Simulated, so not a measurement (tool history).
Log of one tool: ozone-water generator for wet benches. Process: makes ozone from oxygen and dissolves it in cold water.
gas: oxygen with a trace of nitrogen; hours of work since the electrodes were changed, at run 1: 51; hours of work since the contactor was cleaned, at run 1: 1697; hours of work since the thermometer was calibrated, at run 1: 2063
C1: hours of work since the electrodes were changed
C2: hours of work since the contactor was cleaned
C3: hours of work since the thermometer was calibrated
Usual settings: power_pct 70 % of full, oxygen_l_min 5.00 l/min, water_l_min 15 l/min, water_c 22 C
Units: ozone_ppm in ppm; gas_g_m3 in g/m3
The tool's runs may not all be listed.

Run 1, hour 0.0: usual settings; C1 51; C2 1697; C3 2063. Result: ozone_ppm 28.8 ppm, gas_g_m3 251.0 g/m3.
Run 2, hour 59.9: usual settings; C1 94; C2 1741; C3 2106. Result: ozone_ppm 28.4 ppm, gas_g_m3 251.4 g/m3.
Run 3, hour 88.1: usual settings but water_l_min 21 l/min; C1 115; C2 1761; C3 2127. Result: ozone_ppm 21.3 ppm, gas_g_m3 250.7 g/m3.
Run 4, hour 134.0: usual settings but water_l_min 21 l/min; C1 148; C2 1795; C3 2161. Result: ozone_ppm 21.3 ppm, gas_g_m3 250.0 g/m3.
Run 5, hour 174.1: usual settings but oxygen_l_min 4.95 l/min, water_l_min 21 l/min; C1 178; C2 1824; C3 2190. Result: ozone_ppm 21.4 ppm, gas_g_m3 252.2 g/m3.
Run 6, hour 201.5: usual settings; C1 198; C2 1844; C3 2210. Result: ozone_ppm 28.2 ppm, gas_g_m3 249.2 g/m3.
Run 7, hour 237.8: usual settings; C1 224; C2 1870; C3 2236. Result: ozone_ppm 28.1 ppm, gas_g_m3 248.7 g/m3.
At hour 292.1: contactor cleaned.
Run 8, hour 298.4: usual settings; C1 265; C2 5; C3 2278. Result: ozone_ppm 29.5 ppm, gas_g_m3 248.9 g/m3.
Run 9, hour 347.6: usual settings; C1 301; C2 41; C3 2314. Result: ozone_ppm 29.2 ppm, gas_g_m3 250.7 g/m3.
Run 10, hour 395.0: usual settings; C1 336; C2 75; C3 2348. Result: ozone_ppm 28.8 ppm, gas_g_m3 249.6 g/m3.
Run 11, hour 421.2: usual settings; C1 355; C2 94; C3 2367. Result: ozone_ppm 29.1 ppm, gas_g_m3 249.7 g/m3.
Run 12, hour 467.1: usual settings but oxygen_l_min 3.90 l/min; C1 389; C2 128; C3 2401. Result: ozone_ppm 29.6 ppm, gas_g_m3 291.3 g/m3.
Run 13, hour 517.6: usual settings but water_c 15 C; C1 425; C2 165; C3 2438. Result: ozone_ppm 32.4 ppm, gas_g_m3 251.6 g/m3.
Run 14, hour 569.5: usual settings but oxygen_l_min 4.97 l/min, water_c 28 C; C1 463; C2 202; C3 2475. Result: ozone_ppm 25.8 ppm, gas_g_m3 249.3 g/m3.
Run 15, hour 628.9: usual settings but power_pct 41 % of full, oxygen_l_min 6.18 l/min, water_c 15 C; C1 507; C2 246; C3 2519. Result: ozone_ppm 20.2 ppm, gas_g_m3 140.0 g/m3.
Run 16, hour 671.7: usual settings but water_l_min 18 l/min, water_c 18 C; C1 538; C2 277; C3 2550. Result: ozone_ppm 26.2 ppm, gas_g_m3 248.8 g/m3.
Run 17, hour 730.7: usual settings but power_pct 62 % of full, oxygen_l_min 6.58 l/min, water_l_min 18 l/min; C1 581; C2 320; C3 2593. Result: ozone_ppm 21.2 ppm, gas_g_m3 188.0 g/m3.
Run 18, hour 783.5: usual settings but power_pct 71 % of full, oxygen_l_min 6.46 l/min; C1 619; C2 359; C3 2632. Result: ozone_ppm 27.5 ppm, gas_g_m3 213.6 g/m3.
Run 19, hour 836.1: usual settings but power_pct 90 % of full; C1 658; C2 397; C3 2670. Result: ozone_ppm 35.4 ppm, gas_g_m3 303.2 g/m3.
Run 20, hour 868.1: usual settings but power_pct 48 % of full, water_c 17 C; C1 681; C2 420; C3 2693. Result: ozone_ppm 23.1 ppm, gas_g_m3 180.5 g/m3.

Forecast each of these 3 alternatives for the next run:
Run A, hour 894.9: usual settings but water_c 15 C; C1 701; C2 440; C3 2713. Result: ozone_ppm ?, gas_g_m3 ?.
Run B, hour 894.9: usual settings; C1 701; C2 440; C3 2713. Result: ozone_ppm ?, gas_g_m3 ?.
Run C, hour 894.9: usual settings but water_l_min 11 l/min, water_c 17 C; C1 701; C2 440; C3 2713. Result: ozone_ppm ?, gas_g_m3 ?.

run  ozone_ppm  gas_g_m3
  A       31.7     245.5
  B       28.7     247.1
  C       39.0     248.2
Without the tool's hidden state the same runs would have given:
run  ozone_ppm  gas_g_m3
  A       33.0     252.2
  B       30.0     253.8
  C       40.5     255.0
